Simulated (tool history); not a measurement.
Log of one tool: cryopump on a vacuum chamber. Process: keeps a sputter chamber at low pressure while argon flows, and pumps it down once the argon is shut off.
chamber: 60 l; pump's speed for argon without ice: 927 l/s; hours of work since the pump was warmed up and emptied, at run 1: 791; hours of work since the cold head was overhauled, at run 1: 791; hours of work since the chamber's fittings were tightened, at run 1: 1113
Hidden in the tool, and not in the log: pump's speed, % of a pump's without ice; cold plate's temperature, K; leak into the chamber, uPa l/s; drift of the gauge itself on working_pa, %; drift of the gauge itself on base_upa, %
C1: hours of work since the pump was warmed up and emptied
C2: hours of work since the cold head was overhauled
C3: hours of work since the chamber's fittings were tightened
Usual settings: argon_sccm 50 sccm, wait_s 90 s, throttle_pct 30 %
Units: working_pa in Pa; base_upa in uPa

run 1 day=0.000 | argon_sccm=50 wait_s=90 throttle_pct=30 | C1=791 C2=791 C3=1113 | working_pa=0.3188 base_upa=2.09
run 2 day=1.142 | argon_sccm=50 wait_s=21 throttle_pct=30 | C1=810 C2=810 C3=1132 | working_pa=0.3172 base_upa=6.54
run 3 day=1.821 | argon_sccm=50 wait_s=273 throttle_pct=30 | C1=821 C2=821 C3=1143 | working_pa=0.3184 base_upa=1.31
run 4 day=2.871 | argon_sccm=50 wait_s=90 throttle_pct=30 | C1=839 C2=839 C3=1161 | working_pa=0.3178 base_upa=2.12
run 5 day=4.338 | argon_sccm=50 wait_s=90 throttle_pct=36 | C1=863 C2=863 C3=1185 | working_pa=0.2689 base_upa=2.23
run 6 day=5.004 | argon_sccm=50 wait_s=90 throttle_pct=36 | C1=874 C2=874 C3=1196 | working_pa=0.2669 base_upa=2.17
-- day=5.588 pump warmed up, emptied and cooled again
run 7 day=6.521 | argon_sccm=50 wait_s=90 throttle_pct=36 | C1=15 C2=895 C3=1217 | working_pa=0.2535 base_upa=2.10
run 8 day=7.733 | argon_sccm=50 wait_s=90 throttle_pct=30 | C1=35 C2=915 C3=1237 | working_pa=0.3072 base_upa=2.07
run 9 day=8.771 | argon_sccm=50 wait_s=272 throttle_pct=30 | C1=52 C2=932 C3=1254 | working_pa=0.3050 base_upa=1.22
run 10 day=9.825 | argon_sccm=50 wait_s=37 throttle_pct=30 | C1=70 C2=950 C3=1272 | working_pa=0.3087 base_upa=4.02
run 11 day=10.738 | argon_sccm=50 wait_s=37 throttle_pct=30 | C1=85 C2=965 C3=1287 | working_pa=0.3074 base_upa=4.02
run 12 day=11.658 | argon_sccm=50 wait_s=90 throttle_pct=46 | C1=100 C2=980 C3=1302 | working_pa=0.2011 base_upa=2.10
run 13 day=12.729 | argon_sccm=50 wait_s=90 throttle_pct=47 | C1=118 C2=998 C3=1320 | working_pa=0.1956 base_upa=2.17
run 14 day=14.338 | argon_sccm=50 wait_s=208 throttle_pct=30 | C1=144 C2=1024 C3=1346 | working_pa=0.3064 base_upa=1.39
run 15 day=15.429 | argon_sccm=50 wait_s=90 throttle_pct=52 | C1=162 C2=1042 C3=1364 | working_pa=0.1791 base_upa=2.14
run 16 day=16.750 | argon_sccm=50 wait_s=90 throttle_pct=52 | C1=184 C2=1064 C3=1386 | working_pa=0.1807 base_upa=2.18
run 17 day=17.412 | argon_sccm=50 wait_s=90 throttle_pct=52 | C1=195 C2=1075 C3=1397 | working_pa=0.1792 base_upa=2.20
run 18 day=18.121 | argon_sccm=72 wait_s=95 throttle_pct=52 | C1=207 C2=1086 C3=1408 | working_pa=0.2584 base_upa=2.09
run 19 day=19.250 | argon_sccm=64 wait_s=142 throttle_pct=19 | C1=225 C2=1105 C3=1427 | working_pa=0.6260 base_upa=1.72
run 20 day=20.688 | argon_sccm=50 wait_s=25 throttle_pct=47 | C1=249 C2=1129 C3=1451 | working_pa=0.2010 base_upa=5.54
run 21 day=21.954 | argon_sccm=24 wait_s=25 throttle_pct=46 | C1=270 C2=1150 C3=1472 | working_pa=0.0974 base_upa=5.73
run 22 day=22.775 | argon_sccm=24 wait_s=25 throttle_pct=46 | C1=283 C2=1163 C3=1485 | working_pa=0.0983 base_upa=5.56
run 23 day=24.175 | argon_sccm=93 wait_s=25 throttle_pct=27 | C1=306 C2=1186 C3=1508 | working_pa=0.6470 base_upa=5.76
run 24 day=25.271 | argon_sccm=93 wait_s=25 throttle_pct=27 | C1=324 C2=1204 C3=1526 | working_pa=0.6422 base_upa=5.70
run 25 day=26.096 | argon_sccm=93 wait_s=25 throttle_pct=27 | C1=338 C2=1218 C3=1540 | working_pa=0.6442 base_upa=5.80

Forecast run 26:
run 26 day=26.979 | argon_sccm=81 wait_s=136 throttle_pct=29 | C1=353 C2=1232 C3=1554 | working_pa=? base_upa=?

working_pa: 0.5212 Pa
base_upa: 1.80 uPa
Without the tool's hidden state the same run would have given working_pa 0.5093 Pa, base_upa 1.20 uPa.
